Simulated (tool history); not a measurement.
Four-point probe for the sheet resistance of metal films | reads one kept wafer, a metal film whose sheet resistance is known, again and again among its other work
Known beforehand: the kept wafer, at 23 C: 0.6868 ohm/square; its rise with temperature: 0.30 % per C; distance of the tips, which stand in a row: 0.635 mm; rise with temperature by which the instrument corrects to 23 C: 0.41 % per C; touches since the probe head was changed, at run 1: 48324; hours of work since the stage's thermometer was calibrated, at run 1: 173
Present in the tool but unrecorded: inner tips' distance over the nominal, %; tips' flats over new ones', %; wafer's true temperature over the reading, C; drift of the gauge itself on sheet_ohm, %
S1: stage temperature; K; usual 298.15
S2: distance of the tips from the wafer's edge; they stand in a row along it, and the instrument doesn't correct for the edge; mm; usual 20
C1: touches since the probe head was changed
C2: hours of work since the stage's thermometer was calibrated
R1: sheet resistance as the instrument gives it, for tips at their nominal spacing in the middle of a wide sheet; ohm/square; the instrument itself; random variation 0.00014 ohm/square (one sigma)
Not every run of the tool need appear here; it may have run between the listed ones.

Run 1, hour 0: usual settings; C1 48324; C2 173. Result: R1 0.681268 ohm/square.
Run 2, hour 15.7: usual settings but S2 3 mm; C1 48725; C2 180. Result: R1 0.69707 ohm/square.
Run 3, hour 28.3: usual settings but S2 3 mm; C1 49046; C2 186. Result: R1 0.696978 ohm/square.
Run 4, hour 46.3: usual settings but S2 3 mm; C1 49507; C2 194. Result: R1 0.696944 ohm/square.
Run 5, hour 63.2: usual settings but S2 3 mm; C1 49937; C2 201. Result: R1 0.696892 ohm/square.
Run 6, hour 73.1: usual settings but S2 3 mm; C1 50191; C2 206. Result: R1 0.696814 ohm/square.
Run 7, hour 89.9: usual settings; C1 50619; C2 213. Result: R1 0.680987 ohm/square.
Run 8, hour 102.9: usual settings; C1 50951; C2 219. Result: R1 0.681174 ohm/square.
Run 9, hour 121.6: usual settings; C1 51428; C2 228. Result: R1 0.680906 ohm/square.
Run 10, hour 137.6: usual settings; C1 51838; C2 235. Result: R1 0.681101 ohm/square.
Run 11, hour 155: usual settings but S1 293.15 K; C1 52282; C2 243. Result: R1 0.684875 ohm/square.
Run 12, hour 163.2: usual settings but S1 305.15 K, S2 46 mm; C1 52491; C2 246. Result: R1 0.675641 ohm/square.
Run 13, hour 178.6: usual settings but S1 296.15 K, S2 63 mm; C1 52883; C2 253. Result: R1 0.682037 ohm/square.
Run 14, hour 188.5: usual settings but S1 300.15 K; C1 53136; C2 258. Result: R1 0.679252 ohm/square.
Run 15, hour 196.3: usual settings but S1 300.15 K; C1 53335; C2 261. Result: R1 0.679422 ohm/square.
Run 16, hour 211.6: usual settings but S1 294.15 K, S2 47 mm; C1 53726; C2 268. Result: R1 0.683652 ohm/square.
Run 17, hour 219.9: usual settings but S2 6 mm; C1 53938; C2 272. Result: R1 0.684504 ohm/square.
Run 18, hour 233.7: usual settings but S1 293.15 K, S2 9 mm; C1 54289; C2 278. Result: R1 0.6858 ohm/square.
Run 19, hour 243.4: usual settings but S1 304.15 K, S2 4 mm; C1 54537; C2 282. Result: R1 0.684862 ohm/square.
Run 20, hour 256.8: usual settings but S1 304.15 K, S2 4 mm; C1 54879; C2 288. Result: R1 0.684752 ohm/square.
Run 21, hour 267.9: usual settings but S1 301.15 K, S2 6 mm; C1 55162; C2 293. Result: R1 0.682235 ohm/square.
Run 22, hour 275.7: usual settings but S1 301.15 K, S2 6 mm; C1 55362; C2 297. Result: R1 0.682212 ohm/square.

5 ways to go on from here, each from the tool as it stands after run 22. What would each give?
Run A, hour 289.3: usual settings but S1 294.15 K, S2 74 mm; C1 55710; C2 303. Result: R1 ?.
Run B, hour 289.3: usual settings but S1 305.15 K, S2 4 mm; C1 55710; C2 303. Result: R1 ?.
Run C, hour 289.3: usual settings but S1 305.15 K, S2 45 mm; C1 55710; C2 303. Result: R1 ?.
Run D, hour 289.3: usual settings but S1 299.15 K; C1 55710; C2 303. Result: R1 ?.
Run E, hour 289.3: usual settings but S1 293.15 K, S2 6 mm; C1 55710; C2 303. Result: R1 ?.

run        R1
  A  0.683298
  B  0.683983
  C  0.675232
  D  0.679855
  E  0.688265
Stripped of hidden state, with their random variation kept, the same runs would have yielded:
run        R1
  A  0.688356
  B  0.689035
  C  0.680223
  D  0.684884
  E  0.693357
